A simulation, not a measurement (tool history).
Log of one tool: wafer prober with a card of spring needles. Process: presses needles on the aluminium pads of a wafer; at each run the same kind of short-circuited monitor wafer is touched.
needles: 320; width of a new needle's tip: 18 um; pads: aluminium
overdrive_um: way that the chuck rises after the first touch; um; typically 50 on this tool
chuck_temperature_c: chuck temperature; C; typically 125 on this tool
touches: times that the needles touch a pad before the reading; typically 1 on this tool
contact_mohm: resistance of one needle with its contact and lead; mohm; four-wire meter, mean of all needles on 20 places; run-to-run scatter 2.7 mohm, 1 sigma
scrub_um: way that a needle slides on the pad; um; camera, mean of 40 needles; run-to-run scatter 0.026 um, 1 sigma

run	hour	overdrive_um	chuck_temperature_c	touches	contact_mohm	scrub_um
1	0	50	125	1	305	9.1
# hour 8.8: tips cleaned on abrasive film
2	23.1	50	125	1	315	9.07
# hour 35.7: tips cleaned on abrasive film
3	45.2	50	125	1	312	9.08
# hour 62.7: tips cleaned on abrasive film
4	63.1	50	101	1	303	9.05
5	82.6	50	125	2	313	9
# hour 89.9: tips cleaned on abrasive film
6	94.2	50	125	2	310	9.07
7	115.6	43	125	2	320	7.75
# hour 117.2: tips cleaned on abrasive film
8	137.7	50	125	1	308	8.98
# hour 143.5: tips cleaned on abrasive film
9	147	50	125	1	313	9.02
10	158.3	50	125	1	313	9.02
11	167.6	50	125	1	313	9.03
# hour 170.2: tips cleaned on abrasive film
12	180	50	125	1	310	9.03
13	189.9	50	125	1	313	9
# hour 197.3: tips cleaned on abrasive film
14	207.8	35	125	1	321	6.32
# hour 224.3: tips cleaned on abrasive film
15	224.5	52	125	1	311	9.36
16	235.2	50	49	1	284	9
# hour 251.2: tips cleaned on abrasive film
17	251.2	50	125	2	314	8.95
18	267.5	46	125	2	315	8.27
# hour 277.7: tips cleaned on abrasive film
19	284	46	125	2	317	8.22
20	302.4	60	68	2	290	10.76
# hour 304.6: tips cleaned on abrasive film
21	325	60	68	2	288	10.79
# hour 331.6: tips cleaned on abrasive film
22	336.5	60	52	2	288	10.73
# hour 357.8: tips cleaned on abrasive film
23	357.8	60	52	2	283	10.77
24	367.2	60	49	2	285	10.73
# hour 385.4: tips cleaned on abrasive film
25	385.7	31	73	1	310	5.55
26	401.6	44	88	2	301	7.86
# hour 412.4: tips cleaned on abrasive film
27	413.8	44	88	2	303	7.86
28	423.1	62	25	1	275	11.1
29	437.6	31	69	2	311	5.55
# hour 439: tips cleaned on abrasive film
30	450.7	47	109	1	311	8.38
# hour 465.9: tips cleaned on abrasive film
31	470.7	50	90	1	301	8.93
32	491.6	66	81	1	293	11.77
# hour 493.3: tips cleaned on abrasive film
33	502.5	44	50	1	290	7.82

Run 34 comes next. What will it give?
# hour 513.5: gauge calibrated
# hour 519.4: tips cleaned on abrasive film
34	520	44	50	1	?	?

contact_mohm: 287 mohm
scrub_um: 7.93 um
Take away the tool's hidden state, keep the run-to-run variation as it was, and the same run would have given contact_mohm 287 mohm, scrub_um 7.94 um.
